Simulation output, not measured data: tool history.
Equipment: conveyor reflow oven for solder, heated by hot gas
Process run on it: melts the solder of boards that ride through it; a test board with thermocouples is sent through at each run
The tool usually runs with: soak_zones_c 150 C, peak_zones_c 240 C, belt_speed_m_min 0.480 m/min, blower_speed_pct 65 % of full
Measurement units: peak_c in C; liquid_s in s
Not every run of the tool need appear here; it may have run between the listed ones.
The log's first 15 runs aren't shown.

run   hour  soak_zones_c  peak_zones_c  belt_speed_m_min  blower_speed_pct  hours of work since the flux was cleaned out  hours of work since the belt drive was overhauled  hours of work since the thermocouples were changed  peak_c  liquid_s
     514.2  -- flux residue cleaned out of gas plates and filters
     516.2  -- thermocouples of zones 6 and 7 changed
 16  516.2           149           245             0.480                65                                             0                                                183                                                   0   230.2      68.2
 17  535.5           150           240             0.480                83                                            14                                                197                                                  14   229.6      68.5
 18  559.6           150           240             0.480                83                                            31                                                214                                                  31   229.5      68.4
 19  600.2           147           234             0.480                62                                            60                                                243                                                  60   219.3      61.2
 20  632.8           153           240             0.480                67                                            84                                                267                                                  84   226.9      68.4
 21  662.7           150           234             0.492                73                                           105                                                288                                                 105   221.5      62.4
 22  682.0           150           254             0.480                56                                           119                                                302                                                 119   235.5      71.5
 23  725.5           150           254             0.472                58                                           151                                                334                                                 151   236.8      73.4
 24  766.5           147           232             0.456                65                                           180                                                363                                                 180   220.1      65.1
 25  807.1           139           228             0.580                65                                           209                                                392                                                 209   207.6      38.7
     821.5  -- flux residue cleaned out of gas plates and filters
 26  854.8           150           232             0.480                65                                            24                                                423                                                 240   218.7      62.3
 27  881.3           150           232             0.480                65                                            43                                                442                                                 259   218.4      62.2
 28  916.0           147           240             0.434                65                                            68                                                467                                                 284   228.0      73.9
 29  944.7           147           240             0.434                65                                            89                                                488                                                 305   228.1      73.9
 30  971.3           147           240             0.434                65                                           108                                                507                                                 324   228.5      73.9

3 options for the next run, each taken on its own from the tool as it stands now. Forecast them:
  A  997.3           164           240             0.480                65                                           127                                                526                                                 343       ?         ?
  B  997.3           158           240             0.434                52                                           127                                                526                                                 343       ?         ?
  C  997.3           153           240             0.443                65                                           127                                                526                                                 343       ?         ?

run  peak_c  liquid_s
  A   228.4      73.8
  B   227.0      77.7
  C   228.8      75.0
Had the tool no hidden state, the same runs would have come out as:
run  peak_c  liquid_s
  A   228.4      73.8
  B   227.0      77.7
  C   228.9      75.0
